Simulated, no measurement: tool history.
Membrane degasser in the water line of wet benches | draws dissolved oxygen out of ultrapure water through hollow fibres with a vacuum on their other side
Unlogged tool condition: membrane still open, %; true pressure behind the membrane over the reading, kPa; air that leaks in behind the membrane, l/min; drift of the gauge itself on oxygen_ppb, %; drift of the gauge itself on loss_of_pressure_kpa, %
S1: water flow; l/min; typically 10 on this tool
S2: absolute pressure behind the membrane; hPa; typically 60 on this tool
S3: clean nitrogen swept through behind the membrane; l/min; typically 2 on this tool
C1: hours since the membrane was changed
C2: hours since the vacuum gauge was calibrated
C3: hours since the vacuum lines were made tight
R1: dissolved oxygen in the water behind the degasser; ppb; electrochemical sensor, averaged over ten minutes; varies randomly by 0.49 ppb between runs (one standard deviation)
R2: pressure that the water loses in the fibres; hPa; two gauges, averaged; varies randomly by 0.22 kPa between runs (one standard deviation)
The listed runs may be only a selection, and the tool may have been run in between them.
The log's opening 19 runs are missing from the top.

run,hour,S1,S2,S3,C1,C2,C3,R1,R2
20,858.3,10,51.8,2,2972,477,9780,30.6,537.8
21,918.3,10,51.8,2,3032,537,9840,29.5,537.2
22,959.3,11,36.1,2,3073,578,9881,13.5,591.6
23,1001.9,11,99.7,1.37,3115,621,9924,146.2,596.7
24,1060.8,8,142.4,4.91,3174,680,9983,49.7,429.4
25,1087.7,8,142.4,4.91,3201,707,10010,49.3,431.3
26,1129,16,60,1.91,3243,748,10051,95,861.4
27,1159,11,60,0.9,3273,778,10081,89.6,595.2

Run 28 has not been measured yet. What should we expect?
28,1191.8,11,60,0.9,3305,811,10114,?,?

{"run 28": {"R1": 90.6, "R2": 593.7}}
Minus the tool's unlogged condition, the same run would have read R1 86.1 ppb, R2 586 hPa.
